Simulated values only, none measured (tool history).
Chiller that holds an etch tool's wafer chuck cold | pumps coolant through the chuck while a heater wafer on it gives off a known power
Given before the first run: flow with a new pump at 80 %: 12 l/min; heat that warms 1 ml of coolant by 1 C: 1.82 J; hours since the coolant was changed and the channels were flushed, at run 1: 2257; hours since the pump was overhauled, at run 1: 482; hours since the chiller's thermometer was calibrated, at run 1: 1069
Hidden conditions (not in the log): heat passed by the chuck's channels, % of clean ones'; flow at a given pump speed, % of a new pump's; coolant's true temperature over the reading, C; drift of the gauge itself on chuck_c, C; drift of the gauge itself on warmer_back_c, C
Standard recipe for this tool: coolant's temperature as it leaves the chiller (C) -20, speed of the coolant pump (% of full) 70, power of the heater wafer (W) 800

run,day,coolant's temperature as it leaves the chiller (C),speed of the coolant pump (% of full),power of the heater wafer (W),hours since the coolant was changed and the channels were flushed,hours since the pump was overhauled,hours since the chiller's thermometer was calibrated,chuck's temperature once it has settled (C),how much warmer the coolant comes back (C)
1,0.000,-20,70,800,2257,482,1069,-10.9,2.58
2,2.425,-20,70,800,2315,540,1127,-11.1,2.57
3,5.621,-20,70,800,2392,617,1204,-10.8,2.56
4,7.517,-20,70,800,2438,662,1250,-10.9,2.52
5,9.575,-20,70,800,2487,712,1299,-10.9,2.56
6,12.412,-12,67,523,2555,780,1367,-5.9,1.66
7,16.650,-26,76,825,2657,882,1469,-17.1,2.39
8,19.862,-14,63,729,2734,959,1546,-4.8,2.59
9,22.858,-19,70,665,2806,1031,1618,-11.4,2.16
10,26.062,-27,70,800,2883,1108,1695,-17.6,2.59

Each row is a separate what-if for the run after 10, all from the same tool condition, not one after another. Results?
A,29.912,-18,82,800,2975,1200,1787,?,?
B,29.912,-12,98,450,2975,1200,1787,?,?
C,29.912,-13,70,800,2975,1200,1787,?,?
D,29.912,-27,63,800,2975,1200,1787,?,?

run,chuck's temperature once it has settled (C),how much warmer the coolant comes back (C)
A,-9.8,2.25
B,-8.2,1.05
C,-3.8,2.61
D,-16.7,2.85
With the hidden condition removed and each run's random variation left untouched, the same runs would have given:
run,chuck's temperature once it has settled (C),how much warmer the coolant comes back (C)
A,-10.5,2.16
B,-8.4,1.01
C,-4.6,2.50
D,-17.6,2.72

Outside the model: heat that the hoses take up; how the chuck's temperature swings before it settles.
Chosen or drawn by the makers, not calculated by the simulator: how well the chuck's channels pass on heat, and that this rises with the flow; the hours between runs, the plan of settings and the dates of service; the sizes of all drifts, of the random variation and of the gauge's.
